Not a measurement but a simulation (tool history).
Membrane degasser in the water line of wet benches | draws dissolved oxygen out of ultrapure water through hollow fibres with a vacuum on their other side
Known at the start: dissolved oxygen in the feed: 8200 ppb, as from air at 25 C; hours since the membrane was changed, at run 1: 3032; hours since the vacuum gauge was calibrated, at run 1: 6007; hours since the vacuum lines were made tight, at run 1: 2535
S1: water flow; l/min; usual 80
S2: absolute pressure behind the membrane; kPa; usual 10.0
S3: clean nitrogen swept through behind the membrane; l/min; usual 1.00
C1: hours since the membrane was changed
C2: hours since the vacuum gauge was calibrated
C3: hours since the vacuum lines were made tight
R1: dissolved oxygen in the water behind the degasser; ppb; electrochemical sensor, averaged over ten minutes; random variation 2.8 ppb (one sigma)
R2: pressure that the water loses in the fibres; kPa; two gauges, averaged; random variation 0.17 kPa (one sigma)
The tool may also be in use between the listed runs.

run,day,S1,S2,S3,C1,C2,C3,R1,R2
1,0.000,80,10.0,1.00,3032,6007,2535,887.7,28.91
2,4.408,80,10.0,1.00,3138,6113,2641,892.5,28.99
3,7.429,80,10.0,1.00,3210,6185,2713,891.6,28.90
4,10.821,80,10.0,1.00,3292,6267,2794,893.9,29.14
5,13.183,101,10.0,1.00,3349,6323,2851,1031.0,36.73
6,15.142,80,10.0,2.81,3395,6370,2898,423.0,29.04
7,17.238,80,10.0,2.81,3446,6421,2948,424.4,29.04
8,21.079,80,17.6,1.00,3538,6513,3041,1685.1,29.23
9,23.333,80,17.6,1.00,3592,6567,3095,1679.0,28.85
10,27.238,80,17.6,1.00,3686,6661,3188,1698.2,28.92
11,29.475,80,10.0,1.00,3739,6714,3242,892.2,29.28
12,31.704,80,10.0,1.76,3793,6768,3296,605.3,29.17
13,34.396,80,10.0,2.37,3858,6832,3360,485.7,29.31
14,38.342,80,10.0,2.37,3952,6927,3455,484.1,29.01
15,42.279,80,6.4,2.37,4047,7022,3549,252.8,29.02
# day 42.700: vacuum gauge calibrated
16,46.396,80,6.4,2.37,4145,89,3648,260.4,29.00
17,49.583,89,16.1,0.49,4222,165,3724,2394.6,32.40
18,53.796,89,8.2,0.69,4323,266,3825,941.3,32.72
19,56.021,89,8.2,0.69,4376,320,3879,936.6,32.62
20,58.096,108,7.8,0.45,4426,370,3929,1181.7,39.73
# day 58.821: vacuum gauge calibrated, once more
21,62.500,50,9.9,0.41,4531,88,4034,1060.0,18.19
22,65.792,101,10.0,0.43,4610,167,4113,1498.2,37.04
23,68.096,101,10.0,0.43,4665,223,4168,1486.4,36.94
24,71.583,54,10.0,1.88,4749,306,4252,395.6,19.84
25,74.621,54,8.4,1.88,4822,379,4325,307.6,19.60
26,77.246,54,11.7,2.80,4885,442,4388,352.7,19.87
27,81.308,54,15.1,0.54,4982,540,4485,1595.1,19.73
28,85.454,80,22.8,1.94,5082,639,4585,1393.9,29.32
29,87.433,70,6.4,1.00,5129,687,4632,380.7,25.62
30,90.829,70,6.4,1.00,5211,768,4714,379.4,25.69
31,92.758,75,6.4,0.93,5257,815,4760,421.2,27.55

Measured less the same run without the tool's hidden state. The same run-to-run variation is in both; the gauge's scatter may not be:
The hidden state here: membrane still open, %; true pressure behind the membrane over the reading, kPa; air that leaks in behind the membrane, l/min; drift of the gauge itself on oxygen_ppb, %; drift of the gauge itself on loss_of_pressure_kpa, %.
run,R1,R2
1,+43.3,+0.57
2,+44.1,+0.59
3,+44.6,+0.62
4,+45.3,+0.63
5,+52.6,+0.82
6,+23.1,+0.65
7,+23.3,+0.67
8,+39.0,+0.68
9,+39.2,+0.69
10,+40.2,+0.71
11,+48.0,+0.73
12,+33.9,+0.74
13,+27.9,+0.75
14,+28.2,+0.77
15,+30.1,+0.79
16,+39.1,+0.80
17,+81.4,+0.92
18,+92.0,+0.95
19,+92.0,+0.96
20,+125.3,+1.18
21,-6.1,+0.56
22,-5.2,+1.14
23,-4.6,+1.15
24,-0.4,+0.63
25,-0.1,+0.64
26,+0.4,+0.65
27,-2.3,+0.66
28,+1.6,+0.99
29,+1.4,+0.88
30,+1.9,+0.90
31,+2.5,+0.97
